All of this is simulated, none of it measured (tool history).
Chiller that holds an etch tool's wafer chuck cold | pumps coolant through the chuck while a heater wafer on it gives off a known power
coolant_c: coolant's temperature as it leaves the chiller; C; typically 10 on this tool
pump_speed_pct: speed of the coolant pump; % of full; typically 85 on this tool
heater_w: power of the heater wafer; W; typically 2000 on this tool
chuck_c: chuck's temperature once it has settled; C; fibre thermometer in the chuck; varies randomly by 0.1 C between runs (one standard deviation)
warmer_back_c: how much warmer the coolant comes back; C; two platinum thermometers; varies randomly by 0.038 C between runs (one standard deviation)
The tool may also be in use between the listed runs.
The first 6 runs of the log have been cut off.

run	day	coolant_c	pump_speed_pct	heater_w	hours since the coolant was changed and the channels were flushed	hours since the pump was overhauled	hours since the chiller's thermometer was calibrated	chuck_c	warmer_back_c
7	33.929	10	62	1248	2872	5245	190	30.6	7.98
8	37.438	10	62	1248	2956	5329	274	30.7	8.04
9	41.079	10	62	1248	3043	5417	362	31.0	7.99
10	47.104	10	62	1248	3188	5561	506	31.2	8.04
# day 47.946: coolant pump overhauled
11	54.221	10	62	1248	3354	151	672	32.0	8.51
12	57.867	10	85	2000	3441	238	759	36.2	9.43
13	62.271	10	61	2000	3547	344	865	45.7	14.03
14	67.929	10	85	2000	3683	480	1001	36.5	9.56
15	71.692	10	85	2786	3773	570	1091	46.9	13.31
16	76.296	10	85	2294	3883	680	1202	40.6	11.00
# day 78.600: coolant pump overhauled, once more
17	82.404	9	99	2000	4025	91	1343	28.9	6.71
18	87.067	9	99	2000	4137	203	1455	29.2	6.71
19	92.375	14	79	1268	4264	331	1583	29.6	5.45

Expected results for the next run?
20	96.721	14	79	1268	4369	435	1687	?	?

{"run 20": {"chuck_c": 29.7, "warmer_back_c": 5.46}}
Had the tool carried no hidden state, the very same run would have given chuck_c 28.4 C, warmer_back_c 5.34 C.

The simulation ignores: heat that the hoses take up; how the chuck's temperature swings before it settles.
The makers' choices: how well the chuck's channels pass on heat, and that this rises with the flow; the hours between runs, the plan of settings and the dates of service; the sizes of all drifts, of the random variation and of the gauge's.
